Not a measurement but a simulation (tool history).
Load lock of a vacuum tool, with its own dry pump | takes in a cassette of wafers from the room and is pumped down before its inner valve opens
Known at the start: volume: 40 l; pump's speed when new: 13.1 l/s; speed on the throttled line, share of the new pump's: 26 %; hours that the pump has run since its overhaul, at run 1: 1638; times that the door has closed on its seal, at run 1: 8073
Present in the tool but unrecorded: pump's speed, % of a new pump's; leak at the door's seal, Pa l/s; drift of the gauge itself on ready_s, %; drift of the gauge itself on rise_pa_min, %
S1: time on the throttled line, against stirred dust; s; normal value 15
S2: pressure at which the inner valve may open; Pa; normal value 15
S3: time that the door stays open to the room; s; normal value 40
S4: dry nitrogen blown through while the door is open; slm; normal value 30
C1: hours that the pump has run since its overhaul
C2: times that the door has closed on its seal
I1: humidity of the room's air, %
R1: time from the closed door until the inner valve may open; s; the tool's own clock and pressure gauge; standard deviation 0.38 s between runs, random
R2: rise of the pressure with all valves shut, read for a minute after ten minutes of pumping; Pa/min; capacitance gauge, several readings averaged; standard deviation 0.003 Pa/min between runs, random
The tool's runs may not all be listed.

run	day	S1	S2	S3	S4	C1	C2	I1	R1	R2
1	0	15	15	40	30	1638	8073	43.3	39.1	0.083
2	4.438	15	15	40	45	1744	8381	50.1	39.6	0.091
3	7.388	15	15	40	30	1815	8586	45.5	39.4	0.09
4	9.95	9	15	40	30	1876	8764	47.4	35.8	0.093
5	12.142	15	15	40	30	1929	8916	45.3	39.7	0.097
6	15.125	15	15	40	30	2000	9123	43.4	39.4	0.099
7	17.458	15	15	40	30	2056	9285	45.2	39.9	0.101
8	19.725	9	15	40	8	2111	9443	43.5	35.1	0.105
9	22.408	9	15	40	8	2175	9629	43.3	35.8	0.116
10	25.254	9	15	40	8	2244	9827	46.8	35.5	0.123
11	29.425	22	15	40	30	2344	10117	41.4	44.8	0.105
12	33.662	15	13	40	30	2445	10411	46.1	40.8	0.113
13	37.283	13	11	210	27	2532	10663	46.6	40.3	0.15

Consider 3 possible next runs. They are alternatives, not a sequence: every one starts from the tool as it was left by run 13. What does each give?
A	40.717	18	28	210	5	2615	10902	45	?	?
B	40.717	9	11	133	27	2615	10902	51.1	?	?
C	40.717	10	14	40	5	2615	10902	48.7	?	?

run	R1	R2
A	40.3	0.202
B	36.9	0.148
C	36.4	0.143
What these runs would have given with no unlogged condition in the tool:
run	R1	R2
A	38.4	0.101
B	34.5	0.046
C	34.1	0.042
